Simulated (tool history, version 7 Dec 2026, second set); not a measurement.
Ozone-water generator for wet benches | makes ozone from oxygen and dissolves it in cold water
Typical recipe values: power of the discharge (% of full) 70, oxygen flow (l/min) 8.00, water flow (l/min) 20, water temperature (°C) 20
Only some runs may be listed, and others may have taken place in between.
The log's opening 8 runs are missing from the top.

run	hour	power of the discharge (% of full)	oxygen flow (l/min)	water flow (l/min)	water temperature (°C)	hours of work since the electrodes were changed	hours of work since the contactor was cleaned	hours of work since the thermometer was calibrated	dissolved ozone (ppm)	ozone in the gas ahead of the water (g/m3)
9	233.9	70	8.00	20	20	1490	428	1198	37.1	253.5
10	249.8	70	8.00	20	20	1505	443	1212	37.9	255.3
11	288.1	70	8.00	20	20	1540	479	1248	37.5	254.6
12	321.6	70	8.00	20	16	1572	510	1279	39.9	256.2
13	350.8	70	8.00	20	20	1599	537	1307	36.9	251.4
14	385.8	70	8.00	22	20	1632	570	1339	35.1	254.1
15	410.3	70	8.00	22	20	1654	593	1362	35.1	253.6
16	444.0	70	8.00	22	14	1686	624	1393	39.1	254.5
17	469.5	51	8.00	20	20	1710	648	1417	27.8	192.6
# hour 476.9: contactor cleaned
18	503.1	51	13.22	20	15	1737	24	1445	27.4	141.1
19	529.1	93	13.22	20	15	1761	49	1469	46.2	238.1
# hour 560.4: contactor cleaned, once more
20	564.4	52	11.64	20	20	1791	4	1498	26.4	156.3
21	590.3	52	8.21	29	16	1815	28	1523	24.4	192.9
22	628.1	53	5.64	20	23	1850	63	1558	29.5	250.0
23	659.6	75	4.85	15	15	1879	92	1587	54.0	364.1
24	686.1	75	4.85	15	15	1904	117	1612	53.8	364.9
25	709.6	75	4.85	19	14	1926	139	1634	47.1	364.8
26	731.4	42	4.85	14	15	1946	159	1654	34.3	222.1
27	768.8	42	7.49	30	24	1981	194	1689	17.7	168.6
28	804.0	75	9.74	14	13	2014	227	1722	50.9	236.2
29	831.5	42	13.30	18	24	2040	253	1747	19.8	118.1
30	854.3	42	13.30	18	24	2061	274	1769	19.7	118.1
31	879.8	42	13.68	18	24	2085	298	1793	19.6	116.7
32	898.3	95	8.00	14	20	2102	315	1810	56.2	324.4
33	919.0	53	8.00	19	20	2121	334	1829	29.7	197.4

Each row is a separate what-if for the run after 33, all from the same tool condition, not one after another. Results?
A	954.9	53	6.47	15	26	2155	368	1863	?	?
B	954.9	70	8.00	16	20	2155	368	1863	?	?
C	954.9	53	7.17	22	20	2155	368	1863	?	?
D	954.9	53	4.77	19	14	2155	368	1863	?	?

run	dissolved ozone (ppm)	ozone in the gas ahead of the water (g/m3)
A	31.0	223.6
B	40.4	248.6
C	27.8	210.9
D	34.3	273.6
Had the tool no hidden state, the same runs would have come out as:
run	dissolved ozone (ppm)	ozone in the gas ahead of the water (g/m3)
A	33.1	235.6
B	43.8	266.3
C	29.6	222.2
D	36.5	288.2
